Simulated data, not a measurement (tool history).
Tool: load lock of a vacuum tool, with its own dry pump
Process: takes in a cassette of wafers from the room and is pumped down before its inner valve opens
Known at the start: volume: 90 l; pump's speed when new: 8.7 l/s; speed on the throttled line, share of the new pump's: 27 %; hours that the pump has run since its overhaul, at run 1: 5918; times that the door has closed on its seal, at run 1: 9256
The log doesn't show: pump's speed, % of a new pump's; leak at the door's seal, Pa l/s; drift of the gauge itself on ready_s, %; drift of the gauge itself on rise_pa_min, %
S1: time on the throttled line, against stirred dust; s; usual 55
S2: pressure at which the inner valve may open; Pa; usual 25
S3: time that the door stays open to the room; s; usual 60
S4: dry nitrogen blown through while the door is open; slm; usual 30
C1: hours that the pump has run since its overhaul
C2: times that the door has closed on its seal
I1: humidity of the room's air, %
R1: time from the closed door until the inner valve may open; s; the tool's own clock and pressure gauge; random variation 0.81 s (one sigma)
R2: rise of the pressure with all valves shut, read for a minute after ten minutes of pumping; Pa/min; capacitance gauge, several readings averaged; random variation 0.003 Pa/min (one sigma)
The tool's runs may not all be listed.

run 1 hour=0 | S1=55 S2=25 S3=60 S4=30 | C1=5918 C2=9256 | I1=45 | R1=129.3 R2=0.081
run 2 hour=176.7 | S1=55 S2=25 S3=60 S4=30 | C1=6095 C2=9767 | I1=44.3 | R1=129.7 R2=0.095
run 3 hour=274.7 | S1=30 S2=25 S3=60 S4=30 | C1=6193 C2=10051 | I1=47.6 | R1=113.2 R2=0.099
run 4 hour=462.5 | S1=30 S2=25 S3=60 S4=30 | C1=6381 C2=10594 | I1=45.3 | R1=112.9 R2=0.097
run 5 hour=577.6 | S1=55 S2=26 S3=60 S4=30 | C1=6496 C2=10927 | I1=48.5 | R1=129.7 R2=0.101
run 6 hour=714.1 | S1=55 S2=26 S3=60 S4=30 | C1=6632 C2=11322 | I1=49.4 | R1=131.7 R2=0.102
run 7 hour=813.5 | S1=38 S2=25 S3=60 S4=30 | C1=6732 C2=11610 | I1=45.9 | R1=117.5 R2=0.104
run 8 hour=987.4 | S1=38 S2=25 S3=61 S4=30 | C1=6905 C2=12113 | I1=48.3 | R1=117.5 R2=0.112
run 9 hour=1097.1 | S1=38 S2=25 S3=61 S4=30 | C1=7015 C2=12430 | I1=43.7 | R1=118.3 R2=0.112
run 10 hour=1199.8 | S1=55 S2=25 S3=60 S4=22 | C1=7118 C2=12728 | I1=45.1 | R1=131.2 R2=0.121
run 11 hour=1309.2 | S1=55 S2=25 S3=60 S4=22 | C1=7227 C2=13044 | I1=45.5 | R1=129.3 R2=0.119
run 12 hour=1398.7 | S1=55 S2=25 S3=60 S4=17 | C1=7317 C2=13303 | I1=43.4 | R1=130.5 R2=0.124
run 13 hour=1543.8 | S1=55 S2=25 S3=60 S4=17 | C1=7462 C2=13723 | I1=43.3 | R1=131.8 R2=0.125
run 14 hour=1700.5 | S1=55 S2=25 S3=60 S4=30 | C1=7619 C2=14176 | I1=42.9 | R1=131.5 R2=0.126
run 15 hour=1860.7 | S1=45 S2=21 S3=111 S4=12 | C1=7779 C2=14640 | I1=45.3 | R1=125.7 R2=0.162
run 16 hour=1972 | S1=99 S2=21 S3=111 S4=7 | C1=7890 C2=14962 | I1=44.2 | R1=166.5 R2=0.171
run 17 hour=2065.3 | S1=82 S2=24 S3=26 S4=4 | C1=7983 C2=15232 | I1=44 | R1=150.6 R2=0.144
run 18 hour=2189.1 | S1=29 S2=19 S3=115 S4=20 | C1=8107 C2=15590 | I1=47.2 | R1=117.5 R2=0.162
run 19 hour=2280.8 | S1=65 S2=20 S3=60 S4=30 | C1=8199 C2=15856 | I1=43.8 | R1=141.6 R2=0.145
run 20 hour=2437.7 | S1=65 S2=20 S3=60 S4=30 | C1=8356 C2=16310 | I1=45.5 | R1=141.8 R2=0.151
run 21 hour=2634.7 | S1=65 S2=29 S3=28 S4=30 | C1=8553 C2=16880 | I1=44.8 | R1=137.1 R2=0.143
run 22 hour=2768.1 | S1=44 S2=29 S3=28 S4=23 | C1=8686 C2=17266 | I1=48.9 | R1=122.4 R2=0.153
run 23 hour=2960.7 | S1=48 S2=35 S3=60 S4=5 | C1=8879 C2=17823 | I1=45.6 | R1=122.8 R2=0.181
run 24 hour=3127.4 | S1=48 S2=35 S3=60 S4=5 | C1=9046 C2=18305 | I1=41.2 | R1=122.5 R2=0.181
run 25 hour=3317.3 | S1=55 S2=32 S3=60 S4=30 | C1=9235 C2=18855 | I1=45 | R1=130.1 R2=0.172
run 26 hour=3496.4 | S1=55 S2=32 S3=27 S4=13 | C1=9415 C2=19373 | I1=43.9 | R1=128.6 R2=0.175
run 27 hour=3669.1 | S1=55 S2=32 S3=27 S4=13 | C1=9587 C2=19873 | I1=45.7 | R1=130.6 R2=0.181
run 28 hour=3822.8 | S1=47 S2=25 S3=197 S4=30 | C1=9741 C2=20318 | I1=44.5 | R1=127.3 R2=0.205

3 ways to go on from here, each from the tool as it stands after run 28. What would each give?
run A hour=3918.8 | S1=64 S2=50 S3=60 S4=12 | C1=9837 C2=20595 | I1=43.3 | R1=? R2=?
run B hour=3918.8 | S1=42 S2=25 S3=65 S4=30 | C1=9837 C2=20595 | I1=44.5 | R1=? R2=?
run C hour=3918.8 | S1=55 S2=42 S3=197 S4=7 | C1=9837 C2=20595 | I1=45.7 | R1=? R2=?

run=A R1=130.5 R2=0.2
run=B R1=124.4 R2=0.189
run=C R1=127.1 R2=0.24
Without the tool's hidden state the same runs would have given:
run=A R1=125 R2=0.047
run=B R1=117.6 R2=0.034
run=C R1=121.1 R2=0.088

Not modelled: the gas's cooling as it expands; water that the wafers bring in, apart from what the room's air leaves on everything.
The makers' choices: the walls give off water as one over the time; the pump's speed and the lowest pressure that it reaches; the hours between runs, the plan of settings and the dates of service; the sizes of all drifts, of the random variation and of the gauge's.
